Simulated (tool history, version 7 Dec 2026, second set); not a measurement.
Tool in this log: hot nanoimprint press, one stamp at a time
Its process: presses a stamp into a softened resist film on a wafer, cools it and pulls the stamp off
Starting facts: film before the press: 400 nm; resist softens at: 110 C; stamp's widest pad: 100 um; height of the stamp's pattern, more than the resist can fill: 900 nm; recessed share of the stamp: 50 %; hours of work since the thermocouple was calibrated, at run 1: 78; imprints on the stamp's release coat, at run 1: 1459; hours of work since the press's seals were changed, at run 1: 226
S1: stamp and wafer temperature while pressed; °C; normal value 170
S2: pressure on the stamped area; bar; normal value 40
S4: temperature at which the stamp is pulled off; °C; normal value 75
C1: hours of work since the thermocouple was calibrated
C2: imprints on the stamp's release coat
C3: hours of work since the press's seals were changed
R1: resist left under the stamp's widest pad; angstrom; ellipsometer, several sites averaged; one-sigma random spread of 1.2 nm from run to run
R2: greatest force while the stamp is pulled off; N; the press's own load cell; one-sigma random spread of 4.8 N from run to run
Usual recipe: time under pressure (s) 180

run 1 hour=0 | S1=170 S2=40 time_under_pressure_(s)=180 S4=75 | C1=78 C2=1459 C3=226 | R1=1925 R2=284
run 2 hour=17.5 | S1=170 S2=40 time_under_pressure_(s)=180 S4=75 | C1=86 C2=1491 C3=234 | R1=1948 R2=289
run 3 hour=28.4 | S1=170 S2=40 time_under_pressure_(s)=180 S4=75 | C1=91 C2=1511 C3=239 | R1=1945 R2=278
run 4 hour=41.9 | S1=170 S2=40 time_under_pressure_(s)=180 S4=75 | C1=97 C2=1536 C3=246 | R1=1957 R2=285
run 5 hour=57.6 | S1=170 S2=32.9 time_under_pressure_(s)=180 S4=75 | C1=105 C2=1564 C3=253 | R1=2140 R2=296
run 6 hour=78.3 | S1=170 S2=32.9 time_under_pressure_(s)=180 S4=75 | C1=114 C2=1602 C3=263 | R1=2150 R2=292
run 7 hour=90.3 | S1=170 S2=32.9 time_under_pressure_(s)=180 S4=75 | C1=120 C2=1624 C3=268 | R1=2151 R2=290
run 8 hour=107 | S1=170 S2=32.9 time_under_pressure_(s)=180 S4=75 | C1=128 C2=1654 C3=276 | R1=2144 R2=283
run 9 hour=115.9 | S1=170 S2=32.9 time_under_pressure_(s)=180 S4=75 | C1=132 C2=1670 C3=280 | R1=2153 R2=288
run 10 hour=128.9 | S1=170 S2=40 time_under_pressure_(s)=180 S4=75 | C1=138 C2=1694 C3=286 | R1=1977 R2=281
-- hour=146 stamp cleaned and given a new release coat
run 11 hour=147.1 | S1=170 S2=40 time_under_pressure_(s)=180 S4=75 | C1=143 C2=2 C3=292 | R1=1977 R2=234
run 12 hour=159.3 | S1=170 S2=40 time_under_pressure_(s)=180 S4=75 | C1=149 C2=24 C3=297 | R1=1988 R2=241
run 13 hour=168.9 | S1=170 S2=40 time_under_pressure_(s)=180 S4=75 | C1=154 C2=42 C3=302 | R1=1986 R2=229
run 14 hour=186.3 | S1=170 S2=40 time_under_pressure_(s)=180 S4=75 | C1=162 C2=73 C3=310 | R1=1972 R2=239
run 15 hour=205.7 | S1=170 S2=40 time_under_pressure_(s)=180 S4=75 | C1=171 C2=108 C3=319 | R1=2012 R2=244
run 16 hour=225 | S1=173 S2=30.7 time_under_pressure_(s)=151 S4=75 | C1=180 C2=143 C3=328 | R1=2062 R2=242
run 17 hour=241.4 | S1=170 S2=34.5 time_under_pressure_(s)=180 S4=75 | C1=187 C2=173 C3=336 | R1=2129 R2=242
run 18 hour=250.6 | S1=170 S2=34.5 time_under_pressure_(s)=357 S4=75 | C1=192 C2=190 C3=340 | R1=1683 R2=245
run 19 hour=262.5 | S1=170 S2=59.8 time_under_pressure_(s)=211 S4=75 | C1=197 C2=212 C3=346 | R1=1579 R2=242
run 20 hour=280.4 | S1=170 S2=59.8 time_under_pressure_(s)=211 S4=75 | C1=206 C2=244 C3=354 | R1=1571 R2=241
run 21 hour=295.2 | S1=171 S2=45.6 time_under_pressure_(s)=180 S4=82 | C1=212 C2=271 C3=361 | R1=1798 R2=223
run 22 hour=314.8 | S1=174 S2=40.5 time_under_pressure_(s)=197 S4=72 | C1=222 C2=307 C3=370 | R1=1585 R2=260
run 23 hour=331.2 | S1=174 S2=40 time_under_pressure_(s)=98 S4=75 | C1=229 C2=337 C3=378 | R1=2030 R2=254
run 24 hour=340.2 | S1=170 S2=28 time_under_pressure_(s)=180 S4=75 | C1=233 C2=353 C3=382 | R1=2340 R2=248
run 25 hour=359.8 | S1=179 S2=38.5 time_under_pressure_(s)=115 S4=63 | C1=243 C2=389 C3=391 | R1=1528 R2=289
run 26 hour=370.5 | S1=179 S2=38.5 time_under_pressure_(s)=115 S4=63 | C1=248 C2=408 C3=396 | R1=1563 R2=289
run 27 hour=385.7 | S1=179 S2=31.3 time_under_pressure_(s)=115 S4=63 | C1=255 C2=436 C3=403 | R1=1706 R2=285
run 28 hour=398.2 | S1=179 S2=31.3 time_under_pressure_(s)=115 S4=63 | C1=260 C2=459 C3=409 | R1=1717 R2=294
run 29 hour=416.1 | S1=174 S2=24.5 time_under_pressure_(s)=115 S4=63 | C1=269 C2=491 C3=417 | R1=2423 R2=293

Predict each of these 5 candidate next runs independently; none follows another, all start after run 29:
run A hour=433.9 | S1=170 S2=24.4 time_under_pressure_(s)=180 S4=65 | C1=277 C2=524 C3=425 | R1=? R2=?
run B hour=433.9 | S1=170 S2=58.3 time_under_pressure_(s)=180 S4=79 | C1=277 C2=524 C3=425 | R1=? R2=?
run C hour=433.9 | S1=174 S2=30.9 time_under_pressure_(s)=115 S4=63 | C1=277 C2=524 C3=425 | R1=? R2=?
run D hour=433.9 | S1=167 S2=25.6 time_under_pressure_(s)=115 S4=80 | C1=277 C2=524 C3=425 | R1=? R2=?
run E hour=433.9 | S1=170 S2=32.4 time_under_pressure_(s)=147 S4=63 | C1=277 C2=524 C3=425 | R1=? R2=?

run=A R1=2501 R2=286
run=B R1=1739 R2=246
run=C R1=2172 R2=296
run=D R1=3102 R2=241
run=E R1=2379 R2=290
Without the tool's unlogged condition, the same runs would have read:
run=A R1=2329 R2=264
run=B R1=1571 R2=227
run=C R1=2012 R2=274
run=D R1=2943 R2=222
run=E R1=2204 R2=268
